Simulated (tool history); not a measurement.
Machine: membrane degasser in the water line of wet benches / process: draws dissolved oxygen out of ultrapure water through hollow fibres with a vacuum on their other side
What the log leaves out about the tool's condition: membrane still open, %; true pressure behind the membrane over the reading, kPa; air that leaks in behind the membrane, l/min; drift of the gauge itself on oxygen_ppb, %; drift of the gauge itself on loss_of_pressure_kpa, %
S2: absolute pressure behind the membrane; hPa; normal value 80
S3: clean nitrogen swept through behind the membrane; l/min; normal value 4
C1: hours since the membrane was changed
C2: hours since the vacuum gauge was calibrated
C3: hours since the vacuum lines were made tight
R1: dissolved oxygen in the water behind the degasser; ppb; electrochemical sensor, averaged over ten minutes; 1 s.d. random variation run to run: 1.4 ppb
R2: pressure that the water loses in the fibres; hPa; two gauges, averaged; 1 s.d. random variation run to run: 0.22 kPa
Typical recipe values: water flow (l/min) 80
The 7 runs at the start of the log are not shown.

{"run": 8, "hour": 457.3, "water flow (l/min)": 77, "S2": 80, "S3": 4, "C1": 3175, "C2": 5120, "C3": 3906, "R1": 215.3, "R2": 524.2}
{"run": 9, "hour": 514.9, "water flow (l/min)": 80, "S2": 103.6, "S3": 4, "C1": 3232, "C2": 5177, "C3": 3963, "R1": 322.4, "R2": 551.8}
{"run": 10, "hour": 555.5, "water flow (l/min)": 80, "S2": 80, "S3": 4, "C1": 3273, "C2": 5218, "C3": 4004, "R1": 226.1, "R2": 550.6}
{"run": 11, "hour": 616.8, "water flow (l/min)": 80, "S2": 80, "S3": 4, "C1": 3334, "C2": 5279, "C3": 4065, "R1": 220.8, "R2": 550.5}
{"run": 12, "hour": 675.4, "water flow (l/min)": 80, "S2": 163.7, "S3": 4, "C1": 3393, "C2": 5338, "C3": 4124, "R1": 564.4, "R2": 551.6}
{"run": 13, "hour": 748.9, "water flow (l/min)": 80, "S2": 80, "S3": 4, "C1": 3466, "C2": 5411, "C3": 4197, "R1": 224.7, "R2": 546.9}
{"run": 14, "hour": 820.6, "water flow (l/min)": 120, "S2": 80, "S3": 4, "C1": 3538, "C2": 5483, "C3": 4269, "R1": 325.5, "R2": 827.2}
{"run": 15, "hour": 872.2, "water flow (l/min)": 120, "S2": 80, "S3": 4, "C1": 3589, "C2": 5535, "C3": 4321, "R1": 330.2, "R2": 828.7}
{"hour": 903.6, "done": "vacuum gauge calibrated"}
{"run": 16, "hour": 947.9, "water flow (l/min)": 80, "S2": 174.4, "S3": 4, "C1": 3665, "C2": 44, "C3": 4396, "R1": 603.6, "R2": 552.5}
{"run": 17, "hour": 983.0, "water flow (l/min)": 61, "S2": 174.4, "S3": 1.77, "C1": 3700, "C2": 79, "C3": 4431, "R1": 927.1, "R2": 419.4}
{"run": 18, "hour": 1040.8, "water flow (l/min)": 118, "S2": 80, "S3": 8.22, "C1": 3758, "C2": 137, "C3": 4489, "R1": 179.3, "R2": 813.7}
{"run": 19, "hour": 1123.3, "water flow (l/min)": 118, "S2": 80, "S3": 8.22, "C1": 3840, "C2": 220, "C3": 4571, "R1": 179.5, "R2": 816.1}
{"run": 20, "hour": 1156.7, "water flow (l/min)": 121, "S2": 80, "S3": 9.31, "C1": 3873, "C2": 253, "C3": 4605, "R1": 169.1, "R2": 837.1}
{"run": 21, "hour": 1226.9, "water flow (l/min)": 88, "S2": 56.8, "S3": 4.61, "C1": 3944, "C2": 323, "C3": 4675, "R1": 115.6, "R2": 606.4}
{"run": 22, "hour": 1278.0, "water flow (l/min)": 88, "S2": 56.8, "S3": 4.61, "C1": 3995, "C2": 374, "C3": 4726, "R1": 115.5, "R2": 607.1}
{"run": 23, "hour": 1342.3, "water flow (l/min)": 118, "S2": 155.9, "S3": 3.33, "C1": 4059, "C2": 439, "C3": 4790, "R1": 859, "R2": 812.2}
{"run": 24, "hour": 1407.6, "water flow (l/min)": 69, "S2": 80, "S3": 6.69, "C1": 4124, "C2": 504, "C3": 4856, "R1": 120.3, "R2": 478.2}
{"run": 25, "hour": 1487.5, "water flow (l/min)": 108, "S2": 80, "S3": 2.59, "C1": 4204, "C2": 584, "C3": 4936, "R1": 401.3, "R2": 744.9}
{"run": 26, "hour": 1557.8, "water flow (l/min)": 108, "S2": 80, "S3": 2.59, "C1": 4275, "C2": 654, "C3": 5006, "R1": 406, "R2": 746.4}
{"run": 27, "hour": 1620.3, "water flow (l/min)": 108, "S2": 80, "S3": 2.59, "C1": 4337, "C2": 717, "C3": 5068, "R1": 402.6, "R2": 748.2}
{"run": 28, "hour": 1664.0, "water flow (l/min)": 108, "S2": 80, "S3": 2.59, "C1": 4381, "C2": 760, "C3": 5112, "R1": 403.3, "R2": 748.8}
{"run": 29, "hour": 1706.7, "water flow (l/min)": 108, "S2": 80, "S3": 2.59, "C1": 4423, "C2": 803, "C3": 5155, "R1": 396.6, "R2": 744.5}
{"run": 30, "hour": 1782.5, "water flow (l/min)": 63, "S2": 196.4, "S3": 11.31, "C1": 4499, "C2": 879, "C3": 5231, "R1": 218.6, "R2": 437.1}
{"run": 31, "hour": 1818.2, "water flow (l/min)": 91, "S2": 80, "S3": 4.73, "C1": 4535, "C2": 915, "C3": 5266, "R1": 210.9, "R2": 627.5}

Branching from run 31: 4 alternative next runs. What would each branch give?
{"run": "A", "hour": 1872.0, "water flow (l/min)": 80, "S2": 131.3, "S3": 4, "C1": 4589, "C2": 968, "C3": 5320, "R1": "?", "R2": "?"}
{"run": "B", "hour": 1872.0, "water flow (l/min)": 119, "S2": 137.4, "S3": 4, "C1": 4589, "C2": 968, "C3": 5320, "R1": "?", "R2": "?"}
{"run": "C", "hour": 1872.0, "water flow (l/min)": 75, "S2": 80, "S3": 4.73, "C1": 4589, "C2": 968, "C3": 5320, "R1": "?", "R2": "?"}
{"run": "D", "hour": 1872.0, "water flow (l/min)": 91, "S2": 111.2, "S3": 4.73, "C1": 4589, "C2": 968, "C3": 5320, "R1": "?", "R2": "?"}

run=A R1=436.8 R2=552.8
run=B R1=650.1 R2=821.8
run=C R1=177.8 R2=517.7
run=D R1=341.9 R2=630.3
Stripped of hidden state, with their random variation kept, the same runs would have yielded:
run=A R1=433.4 R2=539.5
run=B R1=644.2 R2=802.1
run=C R1=175.1 R2=505.2
run=D R1=338.1 R2=615.2
